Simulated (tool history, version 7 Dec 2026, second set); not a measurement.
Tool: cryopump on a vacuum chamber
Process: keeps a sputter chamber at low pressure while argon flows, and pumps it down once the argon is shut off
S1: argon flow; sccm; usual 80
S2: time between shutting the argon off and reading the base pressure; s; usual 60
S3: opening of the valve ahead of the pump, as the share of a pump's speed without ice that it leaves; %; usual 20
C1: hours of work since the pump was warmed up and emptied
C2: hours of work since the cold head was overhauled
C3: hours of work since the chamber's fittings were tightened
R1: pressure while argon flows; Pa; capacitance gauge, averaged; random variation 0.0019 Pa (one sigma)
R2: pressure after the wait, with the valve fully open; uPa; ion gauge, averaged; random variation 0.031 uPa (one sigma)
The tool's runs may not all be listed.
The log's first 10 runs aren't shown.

Run 11, hour 365.7: usual settings but S3 45 %; C1 378; C2 378; C3 1990. Result: R1 0.2116 Pa, R2 2.42 uPa.
Run 12, hour 398.2: usual settings but S3 45 %; C1 395; C2 395; C3 2007. Result: R1 0.2119 Pa, R2 2.45 uPa.
Run 13, hour 437.6: usual settings but S2 86 s, S3 45 %; C1 415; C2 415; C3 2027. Result: R1 0.2124 Pa, R2 1.97 uPa.
Run 14, hour 471.6: usual settings but S2 86 s, S3 45 %; C1 433; C2 433; C3 2045. Result: R1 0.2125 Pa, R2 2.04 uPa.
Run 15, hour 498.0: usual settings; C1 446; C2 446; C3 2059. Result: R1 0.4610 Pa, R2 2.40 uPa.
Run 16, hour 520.8: usual settings; C1 458; C2 458; C3 2071. Result: R1 0.4614 Pa, R2 2.44 uPa.
Run 17, hour 558.8: usual settings; C1 478; C2 478; C3 2090. Result: R1 0.4619 Pa, R2 2.45 uPa.
Run 18, hour 603.3: usual settings; C1 501; C2 501; C3 2113. Result: R1 0.4626 Pa, R2 2.50 uPa.
Run 19, hour 653.8: usual settings; C1 527; C2 527; C3 2140. Result: R1 0.4643 Pa, R2 2.51 uPa.
Run 20, hour 703.4: usual settings; C1 553; C2 553; C3 2165. Result: R1 0.4656 Pa, R2 2.55 uPa.
Run 21, hour 753.8: usual settings but S1 77 sccm, S3 27 %; C1 579; C2 579; C3 2192. Result: R1 0.3368 Pa, R2 2.58 uPa.
Run 22, hour 795.8: usual settings but S1 117 sccm, S2 45 s, S3 27 %; C1 601; C2 601; C3 2213. Result: R1 0.5154 Pa, R2 2.98 uPa.
Run 23, hour 841.8: usual settings but S2 70 s, S3 26 %; C1 625; C2 625; C3 2237. Result: R1 0.3671 Pa, R2 2.48 uPa.
Run 24, hour 877.7: usual settings but S1 129 sccm, S2 44 s, S3 24 %; C1 644; C2 644; C3 2256. Result: R1 0.6384 Pa, R2 3.05 uPa.
Run 25, hour 902.6: usual settings but S1 129 sccm, S2 44 s, S3 24 %; C1 657; C2 657; C3 2269. Result: R1 0.6389 Pa, R2 3.06 uPa.
Run 26, hour 945.6: usual settings but S1 75 sccm; C1 679; C2 679; C3 2291. Result: R1 0.4424 Pa, R2 2.64 uPa.
Run 27, hour 981.5: usual settings but S1 65 sccm, S2 45 s, S3 49 %; C1 698; C2 698; C3 2310. Result: R1 0.1671 Pa, R2 3.10 uPa.
Run 28, hour 1002.7: usual settings but S1 33 sccm, S2 50 s, S3 31 %; C1 709; C2 709; C3 2321. Result: R1 0.1290 Pa, R2 2.92 uPa.
Run 29, hour 1036.1: usual settings but S1 63 sccm, S2 275 s; C1 726; C2 726; C3 2338. Result: R1 0.3734 Pa, R2 1.60 uPa.
Run 30, hour 1065.3: usual settings but S1 104 sccm, S2 106 s, S3 25 %; C1 741; C2 741; C3 2354. Result: R1 0.4983 Pa, R2 2.04 uPa.
Run 31, hour 1104.0: usual settings but S1 104 sccm, S2 106 s, S3 25 %; C1 761; C2 761; C3 2374. Result: R1 0.4999 Pa, R2 2.04 uPa.
Run 32, hour 1127.2: usual settings but S1 104 sccm, S2 87 s, S3 25 %; C1 773; C2 773; C3 2386. Result: R1 0.5003 Pa, R2 2.26 uPa.
Run 33, hour 1154.6: usual settings but S1 104 sccm, S2 87 s, S3 25 %; C1 788; C2 788; C3 2400. Result: R1 0.4980 Pa, R2 2.32 uPa.
Run 34, hour 1190.7: usual settings but S1 104 sccm, S2 35 s, S3 25 %; C1 806; C2 806; C3 2419. Result: R1 0.5043 Pa, R2 3.65 uPa.
Run 35, hour 1217.4: usual settings but S1 73 sccm, S2 34 s, S3 17 %; C1 820; C2 820; C3 2433. Result: R1 0.5075 Pa, R2 3.79 uPa.

3 ways to go on from here, each from the tool as it stands after run 35. What would each give?
Run A, hour 1247.5: usual settings but S1 139 sccm, S2 41 s, S3 37 %; C1 836; C2 836; C3 2448. Result: R1 ?, R2 ?.
Run B, hour 1247.5: usual settings but S1 109 sccm; C1 836; C2 836; C3 2448. Result: R1 ?, R2 ?.
Run C, hour 1247.5: usual settings but S1 94 sccm, S2 278 s, S3 23 %; C1 836; C2 836; C3 2448. Result: R1 ?, R2 ?.

run      R1    R2
  A  0.4721  3.43
  B  0.6532  2.80
  C  0.4925  1.65
Without the tool's hidden state the same runs would have given:
run      R1    R2
  A  0.4205  2.20
  B  0.6127  1.58
  C  0.4577  0.48
